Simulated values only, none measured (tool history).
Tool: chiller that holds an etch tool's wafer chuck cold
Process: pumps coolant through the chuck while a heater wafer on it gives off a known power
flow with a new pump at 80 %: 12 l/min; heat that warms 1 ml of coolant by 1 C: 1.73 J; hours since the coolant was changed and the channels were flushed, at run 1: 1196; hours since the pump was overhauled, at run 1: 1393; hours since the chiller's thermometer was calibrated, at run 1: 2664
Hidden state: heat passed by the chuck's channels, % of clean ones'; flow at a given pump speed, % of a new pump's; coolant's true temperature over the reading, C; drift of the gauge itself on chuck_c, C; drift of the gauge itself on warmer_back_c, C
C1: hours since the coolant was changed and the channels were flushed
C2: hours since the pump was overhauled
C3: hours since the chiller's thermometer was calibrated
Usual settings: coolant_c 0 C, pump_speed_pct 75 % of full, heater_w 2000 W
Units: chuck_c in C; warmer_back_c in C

run 1 day=0.000 | coolant_c=0 pump_speed_pct=75 heater_w=2000 | C1=1196 C2=1393 C3=2664 | chuck_c=23.8 warmer_back_c=6.16
run 2 day=1.467 | coolant_c=0 pump_speed_pct=75 heater_w=1253 | C1=1231 C2=1429 C3=2699 | chuck_c=14.9 warmer_back_c=3.88
run 3 day=3.375 | coolant_c=0 pump_speed_pct=75 heater_w=1253 | C1=1277 C2=1474 C3=2745 | chuck_c=15.2 warmer_back_c=3.88
run 4 day=4.300 | coolant_c=0 pump_speed_pct=75 heater_w=1253 | C1=1299 C2=1497 C3=2767 | chuck_c=15.1 warmer_back_c=3.89
run 5 day=6.179 | coolant_c=0 pump_speed_pct=75 heater_w=1253 | C1=1344 C2=1542 C3=2812 | chuck_c=14.9 warmer_back_c=3.93
run 6 day=7.129 | coolant_c=0 pump_speed_pct=70 heater_w=2000 | C1=1367 C2=1564 C3=2835 | chuck_c=25.6 warmer_back_c=6.66
run 7 day=8.967 | coolant_c=0 pump_speed_pct=70 heater_w=2000 | C1=1411 C2=1609 C3=2879 | chuck_c=25.5 warmer_back_c=6.73
run 8 day=9.846 | coolant_c=0 pump_speed_pct=70 heater_w=2000 | C1=1432 C2=1630 C3=2900 | chuck_c=25.4 warmer_back_c=6.68
run 9 day=10.833 | coolant_c=0 pump_speed_pct=70 heater_w=2000 | C1=1456 C2=1653 C3=2924 | chuck_c=25.4 warmer_back_c=6.68
run 10 day=12.542 | coolant_c=0 pump_speed_pct=75 heater_w=2000 | C1=1497 C2=1694 C3=2965 | chuck_c=24.0 warmer_back_c=6.31
run 11 day=14.483 | coolant_c=-4 pump_speed_pct=75 heater_w=2000 | C1=1543 C2=1741 C3=3011 | chuck_c=19.9 warmer_back_c=6.34
run 12 day=15.521 | coolant_c=-4 pump_speed_pct=75 heater_w=2000 | C1=1568 C2=1766 C3=3036 | chuck_c=20.1 warmer_back_c=6.30
run 13 day=16.346 | coolant_c=-4 pump_speed_pct=75 heater_w=2000 | C1=1588 C2=1786 C3=3056 | chuck_c=19.9 warmer_back_c=6.34
run 14 day=18.388 | coolant_c=-4 pump_speed_pct=75 heater_w=2000 | C1=1637 C2=1835 C3=3105 | chuck_c=20.1 warmer_back_c=6.36
run 15 day=19.879 | coolant_c=-4 pump_speed_pct=75 heater_w=2000 | C1=1673 C2=1870 C3=3141 | chuck_c=20.0 warmer_back_c=6.35
run 16 day=20.821 | coolant_c=2 pump_speed_pct=75 heater_w=2000 | C1=1695 C2=1893 C3=3163 | chuck_c=26.1 warmer_back_c=6.34
run 17 day=22.129 | coolant_c=9 pump_speed_pct=75 heater_w=1396 | C1=1727 C2=1924 C3=3195 | chuck_c=25.8 warmer_back_c=4.52
run 18 day=23.992 | coolant_c=-4 pump_speed_pct=63 heater_w=1867 | C1=1771 C2=1969 C3=3239 | chuck_c=22.1 warmer_back_c=7.01
run 19 day=25.746 | coolant_c=-10 pump_speed_pct=91 heater_w=1021 | C1=1813 C2=2011 C3=3282 | chuck_c=0.2 warmer_back_c=2.86
run 20 day=26.925 | coolant_c=-10 pump_speed_pct=91 heater_w=2570 | C1=1842 C2=2040 C3=3310 | chuck_c=15.9 warmer_back_c=6.83
run 21 day=27.908 | coolant_c=-8 pump_speed_pct=94 heater_w=2418 | C1=1865 C2=2063 C3=3333 | chuck_c=15.8 warmer_back_c=6.24
run 22 day=28.958 | coolant_c=-8 pump_speed_pct=94 heater_w=2418 | C1=1890 C2=2088 C3=3359 | chuck_c=15.7 warmer_back_c=6.25
run 23 day=30.100 | coolant_c=-8 pump_speed_pct=94 heater_w=2418 | C1=1918 C2=2116 C3=3386 | chuck_c=15.5 warmer_back_c=6.27
run 24 day=31.192 | coolant_c=7 pump_speed_pct=61 heater_w=1714 | C1=1944 C2=2142 C3=3412 | chuck_c=31.7 warmer_back_c=6.77
run 25 day=32.792 | coolant_c=7 pump_speed_pct=61 heater_w=1714 | C1=1983 C2=2180 C3=3451 | chuck_c=31.7 warmer_back_c=6.77
run 26 day=34.746 | coolant_c=8 pump_speed_pct=61 heater_w=1714 | C1=2029 C2=2227 C3=3498 | chuck_c=32.7 warmer_back_c=6.82
run 27 day=35.738 | coolant_c=-8 pump_speed_pct=75 heater_w=2000 | C1=2053 C2=2251 C3=3521 | chuck_c=15.9 warmer_back_c=6.52
run 28 day=36.712 | coolant_c=-8 pump_speed_pct=89 heater_w=2421 | C1=2077 C2=2274 C3=3545 | chuck_c=16.8 warmer_back_c=6.67
run 29 day=38.721 | coolant_c=-8 pump_speed_pct=89 heater_w=2421 | C1=2125 C2=2323 C3=3593 | chuck_c=17.1 warmer_back_c=6.65
run 30 day=40.462 | coolant_c=4 pump_speed_pct=78 heater_w=1810 | C1=2167 C2=2364 C3=3635 | chuck_c=25.0 warmer_back_c=5.74
run 31 day=41.829 | coolant_c=10 pump_speed_pct=68 heater_w=2000 | C1=2199 C2=2397 C3=3668 | chuck_c=36.1 warmer_back_c=7.19

The same runs without the tool's hidden state, with the same run-to-run variation:
run=1 warmer_back_c=6.16
run=2 warmer_back_c=3.87
run=3 warmer_back_c=3.85
run=4 warmer_back_c=3.85
run=5 warmer_back_c=3.87
run=6 warmer_back_c=6.59
run=7 warmer_back_c=6.64
run=8 warmer_back_c=6.59
run=9 warmer_back_c=6.58
run=10 warmer_back_c=6.19
run=11 warmer_back_c=6.20
run=12 warmer_back_c=6.16
run=13 warmer_back_c=6.18
run=14 warmer_back_c=6.19
run=15 warmer_back_c=6.16
run=16 warmer_back_c=6.14
run=17 warmer_back_c=4.31
run=18 warmer_back_c=6.78
run=19 warmer_back_c=2.62
run=20 warmer_back_c=6.57
run=21 warmer_back_c=5.97
run=22 warmer_back_c=5.97
run=23 warmer_back_c=5.99
run=24 warmer_back_c=6.48
run=25 warmer_back_c=6.46
run=26 warmer_back_c=6.49
run=27 warmer_back_c=6.17
run=28 warmer_back_c=6.32
run=29 warmer_back_c=6.28
run=30 warmer_back_c=5.36
run=31 warmer_back_c=6.79
chuck_c: within 0.1 C of the measured result in every run.
